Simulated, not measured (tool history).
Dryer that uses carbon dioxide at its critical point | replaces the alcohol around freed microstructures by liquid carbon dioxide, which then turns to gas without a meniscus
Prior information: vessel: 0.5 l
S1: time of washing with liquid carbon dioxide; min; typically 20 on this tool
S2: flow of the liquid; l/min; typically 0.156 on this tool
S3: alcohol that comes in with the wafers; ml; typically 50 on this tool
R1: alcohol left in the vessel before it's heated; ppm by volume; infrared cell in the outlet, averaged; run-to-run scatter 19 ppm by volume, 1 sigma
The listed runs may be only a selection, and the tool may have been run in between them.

| run | hour | S1 | S2 | S3 | R1 |
|---|---|---|---|---|---|
| 1 | 0.0 | 20 | 0.156 | 50 | 1985 |
| 2 | 11.8 | 20 | 0.156 | 50 | 1917 |
| 3 | 21.4 | 20 | 0.156 | 50 | 1926 |
| 4 | 36.9 | 20 | 0.156 | 50 | 1973 |
| 5 | 43.7 | 20 | 0.156 | 50 | 2065 |
| 6 | 52.8 | 20 | 0.156 | 50 | 2019 |
|  | 58.6 | inlet filter changed |
| 7 | 61.8 | 16 | 0.156 | 50 | 3029 |
| 8 | 73.1 | 16 | 0.156 | 50 | 3014 |
| 9 | 88.5 | 20 | 0.156 | 50 | 1314 |
| 10 | 95.7 | 20 | 0.156 | 57 | 1532 |
| 11 | 108.0 | 20 | 0.163 | 50 | 1122 |
| 12 | 121.3 | 20 | 0.163 | 50 | 1117 |
| 13 | 136.4 | 20 | 0.163 | 50 | 1161 |
| 14 | 151.4 | 20 | 0.163 | 50 | 1168 |
| 15 | 158.2 | 18 | 0.254 | 67 | 237 |
| 16 | 166.1 | 18 | 0.139 | 81 | 5446 |
| 17 | 172.5 | 18 | 0.139 | 81 | 5798 |
| 18 | 184.6 | 16 | 0.156 | 47 | 3220 |
| 19 | 191.7 | 16 | 0.156 | 47 | 3218 |
| 20 | 199.9 | 20 | 0.126 | 70 | 5027 |
| 21 | 206.4 | 20 | 0.126 | 70 | 5120 |
| 22 | 214.8 | 20 | 0.154 | 25 | 810 |

Forecast each of these 5 alternatives for the next run:
| A | 225.1 | 20 | 0.156 | 43 | ? |
| B | 225.1 | 20 | 0.145 | 25 | ? |
| C | 225.1 | 25 | 0.238 | 109 | ? |
| D | 225.1 | 16 | 0.247 | 91 | ? |
| E | 225.1 | 22 | 0.146 | 44 | ? |

| run | R1 |
|---|---|
| A | 1306 |
| B | 1061 |
| C | 87 |
| D | 807 |
| E | 1244 |
Without the tool's unlogged condition, the same runs would have read:
| run | R1 |
|---|---|
| A | 1019 |
| B | 841 |
| C | 52 |
| D | 583 |
| E | 967 |
